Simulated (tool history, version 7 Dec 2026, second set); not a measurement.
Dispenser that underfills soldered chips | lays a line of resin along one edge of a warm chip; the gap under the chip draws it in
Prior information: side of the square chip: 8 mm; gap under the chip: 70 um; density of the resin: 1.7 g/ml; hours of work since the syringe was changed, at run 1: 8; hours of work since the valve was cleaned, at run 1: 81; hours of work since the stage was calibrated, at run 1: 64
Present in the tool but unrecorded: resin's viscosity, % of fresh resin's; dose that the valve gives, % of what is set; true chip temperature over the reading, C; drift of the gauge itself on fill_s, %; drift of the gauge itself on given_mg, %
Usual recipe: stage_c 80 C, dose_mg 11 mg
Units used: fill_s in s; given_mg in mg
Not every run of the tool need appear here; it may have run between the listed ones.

run   hour  stage_c  dose_mg  hours of work since the syringe was changed  hours of work since the valve was cleaned  hours of work since the stage was calibrated  fill_s  given_mg
  1      0       80       11                                            8                                         81                                            64    66.7     10.73
       2.7  -- new syringe of resin
  2    5.2       80       11                                            2                                         85                                            68    47.4     10.67
  3   11.3       80       11                                            7                                         90                                            72    62.1     10.63
      15.9  -- new syringe of resin
  4   15.9       80       11                                            0                                         93                                            76    41.3     10.72
  5   21.9       80       11                                            5                                         98                                            80    53.1     10.67
        29  -- new syringe of resin
  6   29.3       80       11                                            0                                        103                                            86    41.8     10.68
  7   39.4       80     10.5                                            8                                        111                                            94    66.8     10.17
      42.1  -- new syringe of resin
  8   47.8       80       14                                            4                                        117                                           100    51.1     13.55
  9   52.9       80       11                                            8                                        121                                           104    67.5     10.61
      55.2  -- new syringe of resin
 10   61.2       80       11                                            5                                        127                                           110    53.1     10.57
 11   66.7       80       11                                            9                                        132                                           114    69.1     10.55
      68.6  -- new syringe of resin
      72.3  -- dispensing valve cleaned and set on the balance
 12   76.2       80       11                                            5                                          3                                           121      55     10.97
      83.1  -- new syringe of resin
 13   83.1       80       11                                            0                                          8                                           126    39.2     10.97
 14     90       80       11                                            5                                         13                                           131    54.5     10.94
 15   95.4       80       11                                            9                                         18                                           135    68.6     10.97
      96.4  -- new syringe of resin
 16  105.2       80       11                                            7                                         25                                           143    59.5     10.99
     109.6  -- new syringe of resin
 17  113.2       80       11                                            3                                         31                                           149    45.9     10.91
 18  118.4       80       11                                            7                                         35                                           153    59.8     10.88
     123.1  -- new syringe of resin
 19  123.6       92     11.6                                            0                                         39                                           156    22.7     11.43
 20  131.6       86       14                                            7                                         45                                           163    42.8     13.74
     136.3  -- new syringe of resin
 21  136.3       89     10.9                                            0                                         48                                           166    26.2     10.76
 22  145.3       75     10.9                                            7                                         55                                           173    78.3     10.63
     149.4  -- new syringe of resin
 23  156.3       75     10.9                                            5                                         64                                           181    70.8     10.62
     162.5  -- new syringe of resin
 24  163.1       92     11.6                                            0                                         69                                           186    22.3     11.34
 25  173.4       92     11.6                                            8                                         77                                           194    35.2     11.33
     175.6  -- new syringe of resin
 26  180.7       74       10                                            4                                         82                                           200    69.2      9.72
 27  187.3       74       10                                            9                                         87                                           205    93.9      9.75
     188.8  -- new syringe of resin
 28  197.8       82     13.6                                            7                                         95                                           213    52.6     13.23
     202.2  -- new syringe of resin
 29  207.5       82     13.6                                            4                                        102                                           220      44     13.17
     216.1  -- new syringe of resin
 30  217.7       88     13.2                                            1                                        110                                           228    28.5     12.72
 31  225.1       70     13.2                                            7                                        116                                           233    94.3     12.68
     229.7  -- new syringe of resin
 32  229.7       70     13.2                                            0                                        119                                           237    63.8     12.72
 33  234.5       70     13.2                                            4                                        123                                           240    78.8     12.73
 34    242       70     13.2                                           10                                        129                                           246   109.7      12.7

3 ways to go on from here, each from the tool as it stands after run 34. What would each give?
     243.1  -- new syringe of resin
  A  248.1       84     11.6                                            4                                        133                                           251       ?         ?
     243.1  -- new syringe of resin
  B  248.1       90     10.6                                            4                                        133                                           251       ?         ?
     243.1  -- new syringe of resin
  C  248.1       72     13.2                                            4                                        133                                           251       ?         ?

run  fill_s  given_mg
  A    40.6     11.13
  B    30.6     10.19
  C    71.9     12.63
What these runs would have given with no unlogged condition in the tool:
run  fill_s  given_mg
  A      35     11.61
  B    26.2     10.63
  C    62.6     13.18
